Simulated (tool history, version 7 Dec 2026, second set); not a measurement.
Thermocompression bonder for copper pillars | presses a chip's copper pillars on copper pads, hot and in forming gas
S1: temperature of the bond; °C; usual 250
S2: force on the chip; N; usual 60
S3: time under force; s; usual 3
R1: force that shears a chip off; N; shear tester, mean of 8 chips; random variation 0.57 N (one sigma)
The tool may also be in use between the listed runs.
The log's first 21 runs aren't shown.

run   hour   S1  S2  S3    R1
 22  327.5  267  60   5  65.9
 23  348.6  267  60   5  65.4
 24    367  267  60   5  66.6
 25  378.5  226  61   8  42.9
 26  388.9  222  70   4  34.5
 27  406.4  222  70   4  33.8
 28  428.9  250  47   2    36
 29    438  222  86   3  33.8
 30  459.4  231  53   2  26.7
 31  481.3  231  53   2  26.9
 32  500.6  231  53   2  26.1
 33  515.2  271  59   3  58.4
 34  531.3  271  59   2  52.6
 35  545.4  250  90   2  45.8

Run 36 comes next. What will it give?
 36  562.7  234  51   2   ?

R1: 26.2 N
Without the tool's hidden state the same run would have given R1 26.5 N.
